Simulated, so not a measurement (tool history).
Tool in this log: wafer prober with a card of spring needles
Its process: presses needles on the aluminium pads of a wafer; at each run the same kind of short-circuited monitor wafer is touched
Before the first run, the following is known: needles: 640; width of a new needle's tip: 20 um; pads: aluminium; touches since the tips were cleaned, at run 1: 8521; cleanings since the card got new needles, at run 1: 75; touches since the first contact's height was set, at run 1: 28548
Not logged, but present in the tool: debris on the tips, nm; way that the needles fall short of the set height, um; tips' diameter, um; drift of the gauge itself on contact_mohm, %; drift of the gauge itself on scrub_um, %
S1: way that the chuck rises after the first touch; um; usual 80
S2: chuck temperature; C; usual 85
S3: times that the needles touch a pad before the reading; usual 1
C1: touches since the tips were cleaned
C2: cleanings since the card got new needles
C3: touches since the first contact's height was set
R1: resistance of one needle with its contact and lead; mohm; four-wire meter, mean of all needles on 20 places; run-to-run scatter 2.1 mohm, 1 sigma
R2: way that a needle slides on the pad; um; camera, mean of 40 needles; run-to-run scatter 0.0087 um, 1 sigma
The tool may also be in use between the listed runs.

run	day	S1	S2	S3	C1	C2	C3	R1	R2
1	0	80	85	1	8521	75	28548	230	13.616
# day 0.162: tips cleaned on abrasive film
# day 0.879: tips cleaned on abrasive film
2	1.188	80	85	1	4225	77	44600	231	13.619
# day 1.546: tips cleaned on abrasive film
3	2.158	80	85	2	8340	78	57747	230	13.624
# day 2.312: tips cleaned on abrasive film
# day 2.988: tips cleaned on abrasive film
4	2.988	80	85	2	0	80	68881	230	13.621
# day 3.775: tips cleaned on abrasive film
5	3.838	90	85	1	853	81	80368	226	15.327
# day 4.588: tips cleaned on abrasive film
6	4.892	80	31	1	4150	82	94673	217	13.614
# day 5.304: tips cleaned on abrasive film
# day 6.046: tips cleaned on abrasive film
# day 6.283: height of the first contact set anew
7	6.371	72	42	3	4230	84	1165	220	12.23
# day 6.746: tips cleaned on abrasive film
8	7.346	72	42	3	8120	85	14342	220	12.241
# day 7.454: tips cleaned on abrasive film
# day 8.171: tips cleaned on abrasive film
# day 8.858: tips cleaned on abrasive film
9	9.071	72	42	3	2847	88	37629	218	12.245
# day 9.596: tips cleaned on abrasive film
10	9.942	70	44	3	4716	89	49436	223	11.907
# day 10.354: tips cleaned on abrasive film
# day 11.054: tips cleaned on abrasive film
11	11.1	76	40	1	620	91	65085	221	12.934
# day 11.796: tips cleaned on abrasive film
12	12.392	76	40	1	8103	92	82596	222	12.901

Alternative continuations, all from the tool just after run 12; predict every row:
# day 12.546: tips cleaned on abrasive film
# day 13.246: tips cleaned on abrasive film
A	13.504	93	90	1	3551	94	97617	?	?
# day 12.546: tips cleaned on abrasive film
# day 13.246: tips cleaned on abrasive film
B	13.504	100	118	1	3551	94	97617	?	?
# day 12.546: tips cleaned on abrasive film
# day 13.246: tips cleaned on abrasive film
C	13.504	95	78	1	3551	94	97617	?	?
# day 12.546: tips cleaned on abrasive film
# day 13.246: tips cleaned on abrasive film
D	13.504	80	25	2	3551	94	97617	?	?

run	R1	R2
A	229	15.798
B	234	17
C	228	16.138
D	213	13.59
With no hidden state in the tool, these same runs would have given:
run	R1	R2
A	228	15.837
B	233	17.042
C	228	16.178
D	213	13.624
